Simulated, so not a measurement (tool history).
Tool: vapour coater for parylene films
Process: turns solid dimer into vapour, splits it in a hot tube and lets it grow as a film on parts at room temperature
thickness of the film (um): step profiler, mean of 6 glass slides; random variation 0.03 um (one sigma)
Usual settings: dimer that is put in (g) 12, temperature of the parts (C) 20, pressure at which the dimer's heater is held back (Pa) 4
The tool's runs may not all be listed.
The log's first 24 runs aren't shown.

| run | hour | dimer that is put in (g) | temperature of the parts (C) | pressure at which the dimer's heater is held back (Pa) | hours of work since the trap's valve was overhauled | hours of work since the table's thermometer was calibrated | thickness of the film (um) |
|---|---|---|---|---|---|---|---|
| 25 | 247.3 | 19 | 18 | 8.52 | 401 | 571 | 4.39 |
| 26 | 257.1 | 10 | 20 | 8.52 | 409 | 579 | 2.25 |
| 27 | 269.5 | 12 | 14 | 4 | 419 | 589 | 3.21 |
| 28 | 284.9 | 12 | 14 | 4 | 431 | 601 | 3.29 |
| 29 | 295.7 | 6 | 29 | 4.9 | 439 | 609 | 1.2 |
| 30 | 302.5 | 5 | 20 | 3.96 | 445 | 615 | 1.2 |
| 31 | 318 | 6 | 15 | 3.96 | 457 | 627 | 1.58 |
|  | 328.4 | trap's valve overhauled |
| 32 | 335.1 | 10 | 31 | 9 | 5 | 637 | 1.97 |
| 33 | 342.6 | 9 | 14 | 6.72 | 11 | 643 | 2.4 |
| 34 | 353.2 | 9 | 14 | 6.72 | 19 | 651 | 2.38 |
| 35 | 361.7 | 12 | 21 | 4.22 | 26 | 658 | 2.99 |
| 36 | 370.2 | 6 | 22 | 11.27 | 33 | 665 | 1.34 |
| 37 | 385.3 | 9 | 22 | 6.31 | 45 | 676 | 2.1 |
| 38 | 398.4 | 8 | 14 | 6.31 | 55 | 687 | 2.15 |
| 39 | 413.1 | 8 | 14 | 6.31 | 66 | 698 | 2.09 |
| 40 | 420.1 | 8 | 14 | 6.31 | 72 | 704 | 2.11 |
| 41 | 433.2 | 8 | 14 | 6.31 | 82 | 714 | 2.13 |
| 42 | 443 | 9 | 14 | 7.27 | 90 | 721 | 2.38 |
| 43 | 455.3 | 12 | 21 | 4 | 99 | 731 | 3.04 |
| 44 | 462 | 6 | 29 | 8.7 | 105 | 736 | 1.19 |
| 45 | 470.2 | 12 | 20 | 5.86 | 111 | 743 | 2.91 |
| 46 | 485.4 | 9 | 27 | 4 | 123 | 755 | 2.04 |
| 47 | 494.9 | 9 | 27 | 4 | 130 | 762 | 2 |

4 ways to go on from here, each from the tool as it stands after run 47. What would each give?
| A | 505.7 | 12 | 18 | 4 | 139 | 771 | ? |
| B | 505.7 | 11 | 18 | 4 | 139 | 771 | ? |
| C | 505.7 | 9 | 20 | 4 | 139 | 771 | ? |
| D | 505.7 | 20 | 31 | 2.79 | 139 | 771 | ? |

| run | thickness of the film (um) |
|---|---|
| A | 3.09 |
| B | 2.86 |
| C | 2.25 |
| D | 4.41 |
Without the tool's hidden state the same runs would have given:
| run | thickness of the film (um) |
|---|---|
| A | 3.17 |
| B | 2.93 |
| C | 2.3 |
| D | 4.52 |
